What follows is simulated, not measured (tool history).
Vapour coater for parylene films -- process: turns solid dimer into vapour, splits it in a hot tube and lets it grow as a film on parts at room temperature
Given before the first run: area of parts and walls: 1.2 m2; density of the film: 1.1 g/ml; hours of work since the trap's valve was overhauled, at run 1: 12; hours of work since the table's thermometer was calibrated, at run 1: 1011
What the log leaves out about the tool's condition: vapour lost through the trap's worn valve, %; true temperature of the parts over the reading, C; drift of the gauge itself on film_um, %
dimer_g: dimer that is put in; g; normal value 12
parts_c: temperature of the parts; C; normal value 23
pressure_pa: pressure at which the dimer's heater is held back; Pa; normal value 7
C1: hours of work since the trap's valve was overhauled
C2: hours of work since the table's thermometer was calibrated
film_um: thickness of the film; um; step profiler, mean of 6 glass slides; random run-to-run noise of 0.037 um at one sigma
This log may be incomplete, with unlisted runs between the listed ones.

{"run": 1, "hour": 0.0, "dimer_g": 12, "parts_c": 23, "pressure_pa": 7, "C1": 12, "C2": 1011, "film_um": 4.91}
{"run": 2, "hour": 33.4, "dimer_g": 12, "parts_c": 23, "pressure_pa": 7, "C1": 34, "C2": 1033, "film_um": 4.88}
{"run": 3, "hour": 63.8, "dimer_g": 12, "parts_c": 23, "pressure_pa": 7, "C1": 53, "C2": 1052, "film_um": 4.83}
{"run": 4, "hour": 96.1, "dimer_g": 12, "parts_c": 23, "pressure_pa": 7, "C1": 73, "C2": 1072, "film_um": 4.79}
{"run": 5, "hour": 132.6, "dimer_g": 12, "parts_c": 33, "pressure_pa": 7, "C1": 97, "C2": 1096, "film_um": 3.87}
{"run": 6, "hour": 159.4, "dimer_g": 12, "parts_c": 33, "pressure_pa": 7, "C1": 114, "C2": 1113, "film_um": 3.77}
{"run": 7, "hour": 191.0, "dimer_g": 12, "parts_c": 23, "pressure_pa": 7, "C1": 134, "C2": 1133, "film_um": 4.67}
{"run": 8, "hour": 220.6, "dimer_g": 12, "parts_c": 23, "pressure_pa": 7, "C1": 153, "C2": 1152, "film_um": 4.63}
{"run": 9, "hour": 266.3, "dimer_g": 12, "parts_c": 23, "pressure_pa": 7, "C1": 182, "C2": 1181, "film_um": 4.51}
{"run": 10, "hour": 293.5, "dimer_g": 12, "parts_c": 23, "pressure_pa": 7, "C1": 199, "C2": 1198, "film_um": 4.62}
{"run": 11, "hour": 315.8, "dimer_g": 12, "parts_c": 23, "pressure_pa": 7, "C1": 213, "C2": 1212, "film_um": 4.53}
{"run": 12, "hour": 356.4, "dimer_g": 12, "parts_c": 23, "pressure_pa": 7, "C1": 239, "C2": 1238, "film_um": 4.52}
{"run": 13, "hour": 399.7, "dimer_g": 12, "parts_c": 23, "pressure_pa": 7, "C1": 266, "C2": 1265, "film_um": 4.41}
{"run": 14, "hour": 439.0, "dimer_g": 11, "parts_c": 23, "pressure_pa": 7, "C1": 291, "C2": 1290, "film_um": 4.01}
{"hour": 482.6, "done": "trap's valve overhauled"}
{"run": 15, "hour": 485.3, "dimer_g": 5, "parts_c": 30, "pressure_pa": 2.24, "C1": 2, "C2": 1317, "film_um": 2.07}
{"run": 16, "hour": 522.7, "dimer_g": 18, "parts_c": 16, "pressure_pa": 2.24, "C1": 25, "C2": 1341, "film_um": 10.27}
{"run": 17, "hour": 550.3, "dimer_g": 22, "parts_c": 20, "pressure_pa": 8.14, "C1": 43, "C2": 1359, "film_um": 9.42}
{"run": 18, "hour": 584.0, "dimer_g": 11, "parts_c": 20, "pressure_pa": 10.48, "C1": 64, "C2": 1380, "film_um": 4.56}
{"run": 19, "hour": 628.9, "dimer_g": 13, "parts_c": 35, "pressure_pa": 8.57, "C1": 93, "C2": 1409, "film_um": 3.85}
{"run": 20, "hour": 668.4, "dimer_g": 10, "parts_c": 22, "pressure_pa": 8.57, "C1": 118, "C2": 1434, "film_um": 3.95}
{"run": 21, "hour": 703.9, "dimer_g": 15, "parts_c": 22, "pressure_pa": 7, "C1": 141, "C2": 1456, "film_um": 6.02}
{"run": 22, "hour": 739.2, "dimer_g": 14, "parts_c": 34, "pressure_pa": 9.19, "C1": 163, "C2": 1479, "film_um": 4.1}
{"run": 23, "hour": 769.9, "dimer_g": 14, "parts_c": 34, "pressure_pa": 9.19, "C1": 183, "C2": 1498, "film_um": 4.06}
{"run": 24, "hour": 806.2, "dimer_g": 14, "parts_c": 34, "pressure_pa": 9.19, "C1": 206, "C2": 1521, "film_um": 4.03}
{"run": 25, "hour": 831.3, "dimer_g": 7, "parts_c": 32, "pressure_pa": 9.78, "C1": 222, "C2": 1537, "film_um": 2.06}
{"run": 26, "hour": 873.0, "dimer_g": 7, "parts_c": 32, "pressure_pa": 9.78, "C1": 248, "C2": 1564, "film_um": 2.08}
{"run": 27, "hour": 902.1, "dimer_g": 13, "parts_c": 23, "pressure_pa": 10.49, "C1": 267, "C2": 1582, "film_um": 4.49}
{"run": 28, "hour": 933.3, "dimer_g": 13, "parts_c": 16, "pressure_pa": 10.49, "C1": 286, "C2": 1602, "film_um": 5.33}

Branching from run 28: 3 alternative next runs. What would each branch give?
{"hour": 954.5, "done": "table's thermometer calibrated"}
{"run": "A", "hour": 974.7, "dimer_g": 13, "parts_c": 16, "pressure_pa": 4.09, "C1": 312, "C2": 13, "film_um": "?"}
{"hour": 954.5, "done": "table's thermometer calibrated"}
{"run": "B", "hour": 974.7, "dimer_g": 10, "parts_c": 27, "pressure_pa": 3.95, "C1": 312, "C2": 13, "film_um": "?"}
{"hour": 954.5, "done": "table's thermometer calibrated"}
{"run": "C", "hour": 974.7, "dimer_g": 8, "parts_c": 22, "pressure_pa": 7, "C1": 312, "C2": 13, "film_um": "?"}

run=A film_um=5.92
run=B film_um=3.57
run=C film_um=2.96
Stripped of hidden state, with their random variation kept, the same runs would have yielded:
run=A film_um=6.7
run=B film_um=4.04
run=C film_um=3.34
